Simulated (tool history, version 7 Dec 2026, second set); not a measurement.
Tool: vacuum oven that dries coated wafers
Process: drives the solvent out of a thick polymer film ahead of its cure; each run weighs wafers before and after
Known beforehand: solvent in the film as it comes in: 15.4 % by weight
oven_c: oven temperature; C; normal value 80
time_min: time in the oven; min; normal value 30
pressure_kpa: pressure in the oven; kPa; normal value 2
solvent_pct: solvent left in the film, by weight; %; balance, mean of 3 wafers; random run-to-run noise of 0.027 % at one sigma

{"run": 1, "day": 0.0, "oven_c": 80, "time_min": 30, "pressure_kpa": 2, "solvent_pct": 2.02}
{"run": 2, "day": 0.496, "oven_c": 79, "time_min": 30, "pressure_kpa": 2, "solvent_pct": 2.23}
{"run": 3, "day": 0.854, "oven_c": 79, "time_min": 30, "pressure_kpa": 2, "solvent_pct": 2.22}
{"run": 4, "day": 1.154, "oven_c": 79, "time_min": 30, "pressure_kpa": 2, "solvent_pct": 2.24}
{"run": 5, "day": 1.617, "oven_c": 79, "time_min": 30, "pressure_kpa": 2, "solvent_pct": 2.25}
{"run": 6, "day": 2.046, "oven_c": 79, "time_min": 30, "pressure_kpa": 2, "solvent_pct": 2.23}
{"run": 7, "day": 2.333, "oven_c": 79, "time_min": 30, "pressure_kpa": 2, "solvent_pct": 2.24}
{"run": 8, "day": 2.746, "oven_c": 80, "time_min": 30, "pressure_kpa": 1.91, "solvent_pct": 1.92}
{"run": 9, "day": 3.417, "oven_c": 80, "time_min": 30, "pressure_kpa": 2, "solvent_pct": 1.99}
{"run": 10, "day": 3.842, "oven_c": 80, "time_min": 30, "pressure_kpa": 2, "solvent_pct": 2.06}
{"run": 11, "day": 4.3, "oven_c": 81, "time_min": 18, "pressure_kpa": 4.13, "solvent_pct": 4.38}
{"run": 12, "day": 4.925, "oven_c": 81, "time_min": 18, "pressure_kpa": 4.13, "solvent_pct": 4.33}
{"run": 13, "day": 5.221, "oven_c": 81, "time_min": 18, "pressure_kpa": 4.13, "solvent_pct": 4.36}
{"day": 5.367, "done": "oven's thermocouples calibrated"}
{"run": 14, "day": 5.725, "oven_c": 72, "time_min": 18, "pressure_kpa": 2.13, "solvent_pct": 6.35}
{"run": 15, "day": 6.383, "oven_c": 70, "time_min": 18, "pressure_kpa": 1.06, "solvent_pct": 6.38}
{"run": 16, "day": 7.008, "oven_c": 80, "time_min": 28, "pressure_kpa": 2, "solvent_pct": 2.18}

What will run 17 give?
{"run": 17, "day": 7.438, "oven_c": 83, "time_min": 47, "pressure_kpa": 2, "solvent_pct": "?"}

solvent_pct: 1.3 %
Without the tool's hidden state the same run would have given solvent_pct 1.18 %.

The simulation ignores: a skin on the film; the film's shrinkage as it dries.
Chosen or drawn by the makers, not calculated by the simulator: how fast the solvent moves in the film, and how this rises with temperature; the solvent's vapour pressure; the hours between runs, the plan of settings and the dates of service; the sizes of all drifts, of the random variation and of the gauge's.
